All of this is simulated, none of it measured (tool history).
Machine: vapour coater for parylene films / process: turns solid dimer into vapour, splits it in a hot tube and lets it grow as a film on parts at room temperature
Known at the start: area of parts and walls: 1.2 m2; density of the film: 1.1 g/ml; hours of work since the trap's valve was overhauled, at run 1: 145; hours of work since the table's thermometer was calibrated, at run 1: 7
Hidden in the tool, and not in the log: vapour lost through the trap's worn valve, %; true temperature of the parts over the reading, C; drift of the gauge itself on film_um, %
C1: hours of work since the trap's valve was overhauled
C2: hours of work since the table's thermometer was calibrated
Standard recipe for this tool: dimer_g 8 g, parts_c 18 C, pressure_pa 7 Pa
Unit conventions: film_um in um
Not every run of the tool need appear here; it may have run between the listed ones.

Run 1, hour 0: usual settings; C1 145; C2 7. Result: film_um 2.84 um.
Run 2, hour 7.8: usual settings; C1 150; C2 12. Result: film_um 2.86 um.
Run 3, hour 19.8: usual settings; C1 158; C2 20. Result: film_um 2.86 um.
Run 4, hour 32.3: usual settings; C1 166; C2 28. Result: film_um 2.82 um.
Run 5, hour 38.8: usual settings; C1 170; C2 32. Result: film_um 2.82 um.
Run 6, hour 52.9: usual settings; C1 179; C2 41. Result: film_um 2.84 um.
Run 7, hour 66.6: usual settings but dimer_g 7 g; C1 188; C2 50. Result: film_um 2.5 um.
Run 8, hour 79.5: usual settings but dimer_g 7 g; C1 196; C2 58. Result: film_um 2.42 um.
Run 9, hour 91.3: usual settings but dimer_g 7 g; C1 203; C2 65. Result: film_um 2.46 um.
Run 10, hour 101: usual settings but dimer_g 7 g; C1 209; C2 71. Result: film_um 2.43 um.
Run 11, hour 116.3: usual settings but parts_c 13 C; C1 219; C2 81. Result: film_um 3 um.
Run 12, hour 127.1: usual settings but dimer_g 7 g, pressure_pa 5.02 Pa; C1 226; C2 88. Result: film_um 2.61 um.
Run 13, hour 136.3: usual settings but dimer_g 7 g, parts_c 24 C, pressure_pa 5.13 Pa; C1 232; C2 94. Result: film_um 2.37 um.
Run 14, hour 150.5: usual settings but dimer_g 7 g, pressure_pa 4.06 Pa; C1 241; C2 103. Result: film_um 2.77 um.
Run 15, hour 160.8: usual settings but dimer_g 7 g, pressure_pa 4.06 Pa; C1 248; C2 110. Result: film_um 2.79 um.
Run 16, hour 168.6: usual settings but dimer_g 7 g, pressure_pa 9.66 Pa; C1 252; C2 115. Result: film_um 2.19 um.
Run 17, hour 182.3: usual settings but dimer_g 7 g, pressure_pa 9.66 Pa; C1 261; C2 123. Result: film_um 2.25 um.
Run 18, hour 196.4: usual settings but dimer_g 7 g, parts_c 13 C, pressure_pa 6.67 Pa; C1 270; C2 132. Result: film_um 2.64 um.

3 options for the next run, each taken on its own from the tool as it stands now. Forecast them:
Run A, hour 212: usual settings but dimer_g 13 g, parts_c 11 C, pressure_pa 9.74 Pa; C1 280; C2 142. Result: film_um ?.
Run B, hour 212: usual settings but dimer_g 5 g, parts_c 17 C, pressure_pa 2.8 Pa; C1 280; C2 142. Result: film_um ?.
Run C, hour 212: usual settings but dimer_g 7 g, parts_c 13 C, pressure_pa 10.76 Pa; C1 280; C2 142. Result: film_um ?.

run  film_um
  A     4.55
  B     2.11
  C     2.31
Without the tool's unlogged condition, the same runs would have read:
run  film_um
  A     5.04
  B     2.35
  C     2.56
